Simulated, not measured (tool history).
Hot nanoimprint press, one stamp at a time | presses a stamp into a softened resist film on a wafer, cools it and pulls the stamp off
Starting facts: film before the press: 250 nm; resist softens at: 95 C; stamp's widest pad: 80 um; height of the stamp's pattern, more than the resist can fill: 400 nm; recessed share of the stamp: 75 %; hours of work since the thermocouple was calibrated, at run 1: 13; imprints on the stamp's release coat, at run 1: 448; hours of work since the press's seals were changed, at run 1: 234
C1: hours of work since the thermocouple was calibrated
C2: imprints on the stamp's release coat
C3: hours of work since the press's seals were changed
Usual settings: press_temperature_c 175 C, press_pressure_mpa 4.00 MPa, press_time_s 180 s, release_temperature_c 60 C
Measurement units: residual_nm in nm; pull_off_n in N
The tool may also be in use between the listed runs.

run 1 hour=0.0 | press_temperature_c=175 press_pressure_mpa=4.00 press_time_s=180 release_temperature_c=60 | C1=13 C2=448 C3=234 | residual_nm=126.9 pull_off_n=104.8
run 2 hour=8.7 | press_temperature_c=175 press_pressure_mpa=4.00 press_time_s=180 release_temperature_c=52 | C1=19 C2=488 C3=240 | residual_nm=126.8 pull_off_n=127.0
run 3 hour=18.1 | press_temperature_c=175 press_pressure_mpa=4.00 press_time_s=180 release_temperature_c=52 | C1=26 C2=532 C3=247 | residual_nm=126.7 pull_off_n=126.4
run 4 hour=26.0 | press_temperature_c=175 press_pressure_mpa=4.00 press_time_s=180 release_temperature_c=52 | C1=32 C2=570 C3=253 | residual_nm=126.5 pull_off_n=129.0
run 5 hour=31.6 | press_temperature_c=175 press_pressure_mpa=4.00 press_time_s=180 release_temperature_c=52 | C1=36 C2=596 C3=257 | residual_nm=127.2 pull_off_n=129.0
run 6 hour=36.4 | press_temperature_c=176 press_pressure_mpa=4.00 press_time_s=180 release_temperature_c=60 | C1=40 C2=618 C3=260 | residual_nm=123.9 pull_off_n=108.3
-- hour=43.1 stamp cleaned and given a new release coat
run 7 hour=51.9 | press_temperature_c=176 press_pressure_mpa=4.00 press_time_s=180 release_temperature_c=60 | C1=47 C2=42 C3=267 | residual_nm=123.1 pull_off_n=99.0
run 8 hour=61.7 | press_temperature_c=176 press_pressure_mpa=4.00 press_time_s=180 release_temperature_c=60 | C1=54 C2=87 C3=274 | residual_nm=123.4 pull_off_n=100.5
run 9 hour=66.9 | press_temperature_c=176 press_pressure_mpa=4.00 press_time_s=180 release_temperature_c=60 | C1=58 C2=112 C3=278 | residual_nm=123.1 pull_off_n=99.8
run 10 hour=76.8 | press_temperature_c=170 press_pressure_mpa=4.00 press_time_s=180 release_temperature_c=60 | C1=65 C2=158 C3=285 | residual_nm=149.6 pull_off_n=100.0
run 11 hour=83.9 | press_temperature_c=175 press_pressure_mpa=4.00 press_time_s=180 release_temperature_c=60 | C1=70 C2=191 C3=290 | residual_nm=127.2 pull_off_n=101.9
run 12 hour=93.7 | press_temperature_c=175 press_pressure_mpa=4.00 press_time_s=180 release_temperature_c=60 | C1=77 C2=237 C3=298 | residual_nm=127.6 pull_off_n=102.1
run 13 hour=101.1 | press_temperature_c=175 press_pressure_mpa=4.00 press_time_s=180 release_temperature_c=60 | C1=82 C2=272 C3=303 | residual_nm=127.8 pull_off_n=103.5
run 14 hour=108.5 | press_temperature_c=175 press_pressure_mpa=4.00 press_time_s=180 release_temperature_c=60 | C1=88 C2=306 C3=308 | residual_nm=128.3 pull_off_n=102.7
run 15 hour=114.2 | press_temperature_c=174 press_pressure_mpa=4.00 press_time_s=180 release_temperature_c=60 | C1=92 C2=333 C3=312 | residual_nm=131.9 pull_off_n=106.3
run 16 hour=123.8 | press_temperature_c=174 press_pressure_mpa=4.00 press_time_s=180 release_temperature_c=60 | C1=99 C2=378 C3=319 | residual_nm=132.1 pull_off_n=103.7
run 17 hour=131.0 | press_temperature_c=174 press_pressure_mpa=4.00 press_time_s=180 release_temperature_c=60 | C1=104 C2=411 C3=325 | residual_nm=132.2 pull_off_n=106.0
run 18 hour=137.3 | press_temperature_c=175 press_pressure_mpa=2.61 press_time_s=145 release_temperature_c=52 | C1=109 C2=441 C3=329 | residual_nm=166.1 pull_off_n=127.9
run 19 hour=144.6 | press_temperature_c=175 press_pressure_mpa=2.61 press_time_s=145 release_temperature_c=52 | C1=114 C2=475 C3=335 | residual_nm=167.4 pull_off_n=127.6
run 20 hour=150.7 | press_temperature_c=175 press_pressure_mpa=2.61 press_time_s=145 release_temperature_c=52 | C1=118 C2=503 C3=339 | residual_nm=166.9 pull_off_n=127.6
run 21 hour=159.1 | press_temperature_c=187 press_pressure_mpa=4.00 press_time_s=180 release_temperature_c=60 | C1=125 C2=543 C3=345 | residual_nm=88.3 pull_off_n=107.6
run 22 hour=164.6 | press_temperature_c=187 press_pressure_mpa=4.48 press_time_s=323 release_temperature_c=60 | C1=129 C2=568 C3=349 | residual_nm=67.6 pull_off_n=108.1
run 23 hour=174.4 | press_temperature_c=187 press_pressure_mpa=4.48 press_time_s=323 release_temperature_c=60 | C1=136 C2=615 C3=356 | residual_nm=67.7 pull_off_n=109.0
-- hour=181.4 stamp cleaned and given a new release coat
run 24 hour=188.9 | press_temperature_c=177 press_pressure_mpa=3.01 press_time_s=134 release_temperature_c=60 | C1=142 C2=35 C3=362 | residual_nm=152.4 pull_off_n=101.0
run 25 hour=194.4 | press_temperature_c=177 press_pressure_mpa=3.01 press_time_s=134 release_temperature_c=47 | C1=146 C2=61 C3=366 | residual_nm=152.5 pull_off_n=133.2
run 26 hour=199.1 | press_temperature_c=177 press_pressure_mpa=2.59 press_time_s=134 release_temperature_c=66 | C1=149 C2=83 C3=370 | residual_nm=163.2 pull_off_n=85.2
run 27 hour=209.3 | press_temperature_c=175 press_pressure_mpa=2.74 press_time_s=171 release_temperature_c=65 | C1=157 C2=131 C3=377 | residual_nm=157.3 pull_off_n=88.3
run 28 hour=213.8 | press_temperature_c=167 press_pressure_mpa=6.04 press_time_s=180 release_temperature_c=61 | C1=160 C2=152 C3=381 | residual_nm=134.7 pull_off_n=99.8
run 29 hour=218.5 | press_temperature_c=167 press_pressure_mpa=6.04 press_time_s=180 release_temperature_c=61 | C1=163 C2=174 C3=384 | residual_nm=134.7 pull_off_n=98.5
run 30 hour=223.1 | press_temperature_c=167 press_pressure_mpa=6.04 press_time_s=180 release_temperature_c=61 | C1=167 C2=195 C3=387 | residual_nm=135.1 pull_off_n=100.7

Alternative continuations, all from the tool just after run 30; predict every row:
run A hour=231.4 | press_temperature_c=167 press_pressure_mpa=6.04 press_time_s=265 release_temperature_c=63 | C1=173 C2=234 C3=393 | residual_nm=? pull_off_n=?
run B hour=231.4 | press_temperature_c=167 press_pressure_mpa=5.71 press_time_s=180 release_temperature_c=61 | C1=173 C2=234 C3=393 | residual_nm=? pull_off_n=?
run C hour=231.4 | press_temperature_c=171 press_pressure_mpa=4.00 press_time_s=146 release_temperature_c=60 | C1=173 C2=234 C3=393 | residual_nm=? pull_off_n=?
run D hour=231.4 | press_temperature_c=167 press_pressure_mpa=3.77 press_time_s=114 release_temperature_c=57 | C1=173 C2=234 C3=393 | residual_nm=? pull_off_n=?

run=A residual_nm=119.8 pull_off_n=96.7
run=B residual_nm=139.9 pull_off_n=103.1
run=C residual_nm=154.7 pull_off_n=102.6
run=D residual_nm=186.1 pull_off_n=111.4
The same runs, with their run-to-run variation unchanged, on a tool lacking any hidden condition would have given:
run=A residual_nm=117.1 pull_off_n=92.5
run=B residual_nm=137.1 pull_off_n=98.7
run=C residual_nm=152.4 pull_off_n=98.2
run=D residual_nm=184.0 pull_off_n=106.6
